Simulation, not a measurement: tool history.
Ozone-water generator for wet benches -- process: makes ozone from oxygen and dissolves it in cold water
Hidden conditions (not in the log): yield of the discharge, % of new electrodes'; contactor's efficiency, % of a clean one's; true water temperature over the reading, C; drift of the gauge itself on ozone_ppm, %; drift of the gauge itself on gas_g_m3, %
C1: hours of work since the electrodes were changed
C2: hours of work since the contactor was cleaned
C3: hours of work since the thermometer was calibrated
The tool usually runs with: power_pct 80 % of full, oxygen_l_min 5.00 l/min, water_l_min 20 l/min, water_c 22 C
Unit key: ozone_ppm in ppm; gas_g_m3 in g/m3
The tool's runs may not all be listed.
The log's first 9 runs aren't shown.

run 10 hour=212.1 | power_pct=51 oxygen_l_min=5.00 water_l_min=20 water_c=22 | C1=908 C2=4352 C3=3773 | ozone_ppm=14.9 gas_g_m3=173.7
run 11 hour=236.1 | power_pct=51 oxygen_l_min=5.00 water_l_min=12 water_c=22 | C1=926 C2=4370 C3=3791 | ozone_ppm=20.7 gas_g_m3=176.1
run 12 hour=252.6 | power_pct=51 oxygen_l_min=5.00 water_l_min=12 water_c=22 | C1=939 C2=4383 C3=3804 | ozone_ppm=21.0 gas_g_m3=174.9
run 13 hour=282.4 | power_pct=51 oxygen_l_min=5.00 water_l_min=12 water_c=22 | C1=962 C2=4406 C3=3827 | ozone_ppm=20.9 gas_g_m3=173.5
run 14 hour=298.8 | power_pct=80 oxygen_l_min=5.00 water_l_min=20 water_c=26 | C1=974 C2=4418 C3=3839 | ozone_ppm=19.3 gas_g_m3=245.3
run 15 hour=323.6 | power_pct=80 oxygen_l_min=5.00 water_l_min=20 water_c=17 | C1=993 C2=4437 C3=3858 | ozone_ppm=22.2 gas_g_m3=243.8
run 16 hour=344.1 | power_pct=80 oxygen_l_min=5.00 water_l_min=20 water_c=18 | C1=1009 C2=4453 C3=3874 | ozone_ppm=21.8 gas_g_m3=243.9
run 17 hour=373.7 | power_pct=80 oxygen_l_min=6.38 water_l_min=20 water_c=18 | C1=1031 C2=4476 C3=3897 | ozone_ppm=22.8 gas_g_m3=221.2
run 18 hour=389.2 | power_pct=80 oxygen_l_min=5.00 water_l_min=14 water_c=22 | C1=1043 C2=4488 C3=3908 | ozone_ppm=26.3 gas_g_m3=245.0
run 19 hour=414.8 | power_pct=46 oxygen_l_min=7.56 water_l_min=21 water_c=16 | C1=1063 C2=4507 C3=3928 | ozone_ppm=15.4 gas_g_m3=137.9
run 20 hour=445.0 | power_pct=98 oxygen_l_min=5.00 water_l_min=15 water_c=22 | C1=1086 C2=4530 C3=3951 | ozone_ppm=29.1 gas_g_m3=282.9
run 21 hour=464.8 | power_pct=98 oxygen_l_min=5.00 water_l_min=15 water_c=22 | C1=1101 C2=4546 C3=3966 | ozone_ppm=29.7 gas_g_m3=282.6
run 22 hour=490.0 | power_pct=98 oxygen_l_min=5.00 water_l_min=19 water_c=22 | C1=1121 C2=4565 C3=3986 | ozone_ppm=25.2 gas_g_m3=283.2
run 23 hour=509.0 | power_pct=45 oxygen_l_min=8.92 water_l_min=15 water_c=26 | C1=1135 C2=4579 C3=4000 | ozone_ppm=15.1 gas_g_m3=128.0
run 24 hour=536.6 | power_pct=50 oxygen_l_min=4.39 water_l_min=30 water_c=26 | C1=1156 C2=4601 C3=4021 | ozone_ppm=9.6 gas_g_m3=182.1
run 25 hour=566.0 | power_pct=42 oxygen_l_min=5.00 water_l_min=15 water_c=22 | C1=1179 C2=4623 C3=4044 | ozone_ppm=16.0 gas_g_m3=151.7
run 26 hour=582.2 | power_pct=80 oxygen_l_min=5.00 water_l_min=20 water_c=16 | C1=1191 C2=4636 C3=4056 | ozone_ppm=22.6 gas_g_m3=244.9
run 27 hour=610.1 | power_pct=80 oxygen_l_min=5.00 water_l_min=20 water_c=16 | C1=1213 C2=4657 C3=4078 | ozone_ppm=22.7 gas_g_m3=242.4
run 28 hour=641.1 | power_pct=64 oxygen_l_min=3.59 water_l_min=20 water_c=23 | C1=1236 C2=4681 C3=4102 | ozone_ppm=16.4 gas_g_m3=236.3
run 29 hour=661.1 | power_pct=82 oxygen_l_min=5.00 water_l_min=19 water_c=22 | C1=1252 C2=4696 C3=4117 | ozone_ppm=21.8 gas_g_m3=247.8
run 30 hour=689.0 | power_pct=80 oxygen_l_min=2.99 water_l_min=12 water_c=22 | C1=1273 C2=4717 C3=4138 | ozone_ppm=27.7 gas_g_m3=297.1
run 31 hour=712.6 | power_pct=88 oxygen_l_min=5.00 water_l_min=20 water_c=22 | C1=1291 C2=4736 C3=4156 | ozone_ppm=22.1 gas_g_m3=259.6
run 32 hour=741.6 | power_pct=41 oxygen_l_min=5.00 water_l_min=14 water_c=15 | C1=1313 C2=4758 C3=4179 | ozone_ppm=18.6 gas_g_m3=148.3
run 33 hour=759.4 | power_pct=68 oxygen_l_min=3.51 water_l_min=20 water_c=22 | C1=1327 C2=4771 C3=4192 | ozone_ppm=16.9 gas_g_m3=246.8

3 options for the next run, each taken on its own from the tool as it stands now. Forecast them:
run A hour=777.7 | power_pct=65 oxygen_l_min=5.22 water_l_min=20 water_c=16 | C1=1341 C2=4785 C3=4206 | ozone_ppm=? gas_g_m3=?
run B hour=777.7 | power_pct=73 oxygen_l_min=3.05 water_l_min=20 water_c=29 | C1=1341 C2=4785 C3=4206 | ozone_ppm=? gas_g_m3=?
run C hour=777.7 | power_pct=59 oxygen_l_min=4.72 water_l_min=20 water_c=18 | C1=1341 C2=4785 C3=4206 | ozone_ppm=? gas_g_m3=?

run=A ozone_ppm=19.3 gas_g_m3=206.6
run=B ozone_ppm=16.2 gas_g_m3=276.2
run=C ozone_ppm=17.4 gas_g_m3=199.2
The same runs, with their run-to-run variation unchanged, on a tool lacking any hidden condition would have given:
run=A ozone_ppm=19.3 gas_g_m3=206.6
run=B ozone_ppm=16.2 gas_g_m3=276.3
run=C ozone_ppm=17.4 gas_g_m3=199.3
